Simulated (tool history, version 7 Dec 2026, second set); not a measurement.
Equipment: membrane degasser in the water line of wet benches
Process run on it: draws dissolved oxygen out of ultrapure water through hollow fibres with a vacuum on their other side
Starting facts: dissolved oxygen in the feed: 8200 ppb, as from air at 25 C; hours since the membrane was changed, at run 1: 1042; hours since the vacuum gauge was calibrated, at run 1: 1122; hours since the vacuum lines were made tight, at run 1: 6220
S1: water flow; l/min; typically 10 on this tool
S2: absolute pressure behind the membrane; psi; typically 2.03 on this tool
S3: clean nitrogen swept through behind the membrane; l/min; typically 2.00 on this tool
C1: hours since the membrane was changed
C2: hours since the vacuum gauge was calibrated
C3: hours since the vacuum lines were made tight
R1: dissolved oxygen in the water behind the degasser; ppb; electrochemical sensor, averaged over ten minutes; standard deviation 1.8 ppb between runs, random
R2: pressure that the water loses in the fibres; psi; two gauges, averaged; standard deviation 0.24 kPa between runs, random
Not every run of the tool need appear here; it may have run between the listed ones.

run,hour,S1,S2,S3,C1,C2,C3,R1,R2
1,0.0,10,2.03,2.00,1042,1122,6220,172.1,9.237
2,49.2,10,2.03,2.00,1091,1171,6269,175.7,9.185
3,95.8,10,2.78,2.00,1138,1217,6315,238.3,9.179
4,120.4,10,2.78,2.00,1163,1242,6340,236.6,9.229
5,167.3,10,2.78,2.00,1210,1289,6387,231.8,9.213
6,192.9,7,2.78,2.00,1235,1315,6412,143.8,6.360
7,227.2,7,2.78,2.00,1269,1349,6447,143.2,6.425
8,252.1,7,3.48,2.00,1294,1374,6472,185.2,6.408
9,311.1,7,3.48,2.00,1353,1433,6531,182.5,6.422
10,347.5,10,3.09,2.00,1390,1469,6567,256.5,9.090
11,392.4,10,3.09,2.00,1435,1514,6612,260.6,9.168
12,417.6,10,2.03,5.68,1460,1539,6637,91.4,9.069
13,471.3,10,2.03,5.68,1514,1593,6691,92.5,9.117
14,527.4,10,2.03,2.18,1570,1649,6747,163.1,9.124
15,574.5,9,3.51,1.81,1617,1696,6794,269.3,8.240
16,605.0,9,2.20,5.01,1647,1727,6825,79.3,8.261
17,630.1,6,2.20,5.33,1672,1752,6850,36.8,5.475
18,663.1,9,2.03,5.71,1705,1785,6883,68.7,8.224
19,720.1,9,2.03,5.71,1762,1842,6940,68.8,8.158
20,765.6,12,1.33,1.29,1808,1887,6985,225.4,10.929
21,804.2,7,2.81,0.86,1846,1926,7024,311.8,6.373
22,862.3,7,2.26,3.60,1905,1984,7082,67.6,6.390
23,893.9,13,2.05,5.21,1936,2016,7113,193.6,11.783
24,946.5,7,3.22,2.00,1989,2068,7166,169.1,6.369

Branching from run 24: 4 alternative next runs. What would each branch give?
A,999.8,8,2.12,2.55,2042,2121,7219,?,?
B,999.8,7,1.55,2.00,2042,2121,7219,?,?
C,999.8,12,1.23,2.00,2042,2121,7219,?,?
D,999.8,8,1.26,2.29,2042,2121,7219,?,?

run,R1,R2
A,101.9,7.211
B,71.5,6.367
C,172.6,10.908
D,61.8,7.229
With no hidden state in the tool, these same runs would have given:
run,R1,R2
A,101.7,7.352
B,71.4,6.492
C,172.4,11.121
D,61.7,7.369
